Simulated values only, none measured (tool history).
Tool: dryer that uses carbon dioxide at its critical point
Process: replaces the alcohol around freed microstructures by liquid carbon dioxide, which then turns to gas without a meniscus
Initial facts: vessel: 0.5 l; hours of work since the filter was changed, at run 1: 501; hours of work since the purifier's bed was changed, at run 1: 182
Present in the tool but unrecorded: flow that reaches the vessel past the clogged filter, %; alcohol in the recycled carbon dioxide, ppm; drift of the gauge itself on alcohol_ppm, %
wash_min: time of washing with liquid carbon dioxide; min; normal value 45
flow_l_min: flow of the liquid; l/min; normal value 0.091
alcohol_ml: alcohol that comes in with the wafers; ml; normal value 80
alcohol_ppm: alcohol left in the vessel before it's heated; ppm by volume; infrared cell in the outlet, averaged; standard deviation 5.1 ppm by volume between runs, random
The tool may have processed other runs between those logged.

| run | hour | wash_min | flow_l_min | alcohol_ml | hours of work since the filter was changed | hours of work since the purifier's bed was changed | alcohol_ppm |
|---|---|---|---|---|---|---|---|
| 1 | 0 | 45 | 0.091 | 80 | 501 | 182 | 114 |
| 2 | 27.3 | 60 | 0.091 | 80 | 518 | 199 | 41 |
| 3 | 60 | 60 | 0.091 | 80 | 538 | 219 | 55 |
| 4 | 74.4 | 60 | 0.091 | 80 | 547 | 228 | 56 |
|  | 87.8 | inlet filter changed |
| 5 | 96.5 | 60 | 0.091 | 80 | 5 | 241 | 45 |
| 6 | 113.7 | 60 | 0.091 | 80 | 16 | 251 | 62 |
| 7 | 139.3 | 45 | 0.091 | 87 | 32 | 267 | 112 |
| 8 | 157.2 | 45 | 0.091 | 87 | 42 | 278 | 105 |
| 9 | 175.8 | 45 | 0.091 | 87 | 54 | 289 | 114 |
| 10 | 201.9 | 45 | 0.091 | 80 | 70 | 305 | 110 |
| 11 | 231.7 | 45 | 0.091 | 80 | 88 | 323 | 116 |
| 12 | 247.4 | 45 | 0.091 | 80 | 98 | 333 | 117 |
| 13 | 264.6 | 45 | 0.1074 | 80 | 108 | 343 | 70 |
| 14 | 283.6 | 45 | 0.0573 | 80 | 120 | 355 | 1200 |
| 15 | 301.3 | 49 | 0.0573 | 88 | 131 | 366 | 904 |
| 16 | 316.3 | 51 | 0.1131 | 37 | 140 | 375 | 70 |
| 17 | 337.9 | 51 | 0.1131 | 37 | 153 | 388 | 72 |
| 18 | 359 | 56 | 0.0787 | 31 | 166 | 401 | 79 |
| 19 | 387.6 | 45 | 0.1355 | 27 | 183 | 419 | 74 |
| 20 | 410.9 | 68 | 0.1526 | 85 | 198 | 433 | 82 |
| 21 | 441.2 | 39 | 0.091 | 80 | 216 | 452 | 267 |
| 22 | 468.1 | 47 | 0.091 | 80 | 233 | 468 | 119 |
| 23 | 495.6 | 56 | 0.1435 | 80 | 249 | 485 | 89 |
| 24 | 511.9 | 62 | 0.111 | 111 | 259 | 495 | 93 |
| 25 | 540.5 | 62 | 0.111 | 111 | 277 | 512 | 95 |
| 26 | 558.3 | 39 | 0.091 | 80 | 288 | 523 | 283 |

3 ways to go on from here, each from the tool as it stands after run 26. What would each give?
| A | 587 | 39 | 0.091 | 26 | 305 | 541 | ? |
| B | 587 | 45 | 0.0623 | 80 | 305 | 541 | ? |
| C | 587 | 39 | 0.1222 | 47 | 305 | 541 | ? |

| run | alcohol_ppm |
|---|---|
| A | 158 |
| B | 920 |
| C | 112 |
With no hidden state in the tool, these same runs would have given:
| run | alcohol_ppm |
|---|---|
| A | 54 |
| B | 696 |
| C | 16 |

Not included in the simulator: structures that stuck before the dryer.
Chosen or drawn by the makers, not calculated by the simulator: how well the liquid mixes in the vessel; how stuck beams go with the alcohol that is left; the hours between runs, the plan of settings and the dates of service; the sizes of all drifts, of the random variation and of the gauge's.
